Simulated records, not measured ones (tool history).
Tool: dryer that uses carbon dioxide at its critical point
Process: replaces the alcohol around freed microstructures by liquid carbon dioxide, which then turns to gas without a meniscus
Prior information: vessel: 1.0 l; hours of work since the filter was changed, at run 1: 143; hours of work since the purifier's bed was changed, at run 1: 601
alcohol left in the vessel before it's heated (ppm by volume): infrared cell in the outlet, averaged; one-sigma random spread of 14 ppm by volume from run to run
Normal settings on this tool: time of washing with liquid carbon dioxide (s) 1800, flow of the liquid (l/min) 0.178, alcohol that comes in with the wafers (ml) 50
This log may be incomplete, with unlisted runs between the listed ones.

run   hour  time of washing with liquid carbon dioxide (s)  flow of the liquid (l/min)  alcohol that comes in with the wafers (ml)  hours of work since the filter was changed  hours of work since the purifier's bed was changed  alcohol left in the vessel before it's heated (ppm by volume)
  1    0.0                                            1800                       0.178                                          50                                         143                                                 601                                                           1150
  2   36.9                                            1800                       0.178                                          50                                         166                                                 623                                                           1182
  3   68.5                                            1800                       0.178                                          50                                         185                                                 642                                                           1224
  4  111.8                                            1800                       0.178                                          50                                         211                                                 668                                                           1267
  5  146.5                                            1800                       0.178                                          50                                         232                                                 689                                                           1309
  6  174.1                                            1800                       0.178                                          50                                         248                                                 706                                                           1289
  7  221.9                                            2760                       0.178                                          50                                         277                                                 735                                                            356
  8  244.5                                            1800                       0.178                                          50                                         291                                                 748                                                           1373
  9  267.6                                            1800                       0.178                                          50                                         305                                                 762                                                           1386
 10  313.5                                            1800                       0.178                                          50                                         333                                                 790                                                           1428
 11  347.2                                            1800                       0.178                                          50                                         353                                                 810                                                           1431
     393.1  -- inlet filter changed
 12  400.3                                            1800                       0.178                                          50                                           4                                                 842                                                           1101
 13  453.4                                            1800                       0.178                                          50                                          36                                                 874                                                           1150
 14  507.3                                            1800                       0.178                                          50                                          69                                                 906                                                           1174
 15  538.7                                            1620                       0.178                                          88                                          88                                                 925                                                           2756
 16  588.4                                            2220                       0.259                                          57                                         118                                                 955                                                            321
 17  641.9                                            1800                       0.178                                          37                                         150                                                 988                                                           1009
 18  664.9                                            2160                       0.178                                          37                                         164                                                1001                                                            638
 19  714.4                                            2460                       0.169                                          50                                         194                                                1031                                                            657
 20  766.4                                            2460                       0.169                                          50                                         225                                                1063                                                            663
 21  819.6                                            2460                       0.169                                          50                                         257                                                1095                                                            656
 22  871.1                                            2460                       0.169                                          50                                         288                                                1126                                                            693
     877.2  -- purifier's bed changed
 23  896.8                                            1800                       0.168                                          80                                         302                                                  12                                                           2307
 24  933.1                                            1800                       0.168                                          80                                         324                                                  34                                                           2380
 25  963.7                                            1800                       0.127                                         100                                         342                                                  52                                                           7074
 26  990.2                                            1080                       0.127                                          45                                         358                                                  68                                                           9557

Branching from run 26: 5 alternative next runs. What would each branch give?
  A  1017.2                                            1740                       0.196                                          50                                         375                                                  84                                                              ?
  B  1017.2                                            1320                       0.260                                          79                                         375                                                  84                                                              ?
  C  1017.2                                            1800                       0.154                                          50                                         375                                                  84                                                              ?
  D  1017.2                                            1140                       0.283                                          50                                         375                                                  84                                                              ?
  E  1017.2                                            1800                       0.214                                          48                                         375                                                  84                                                              ?

run  alcohol left in the vessel before it's heated (ppm by volume)
  A                                                           1020
  B                                                           1565
  C                                                           2119
  D                                                           1253
  E                                                            595
The same runs, with their run-to-run variation unchanged, on a tool lacking any hidden condition would have given:
run  alcohol left in the vessel before it's heated (ppm by volume)
  A                                                            657
  B                                                           1014
  C                                                           1492
  D                                                            830
  E                                                            358
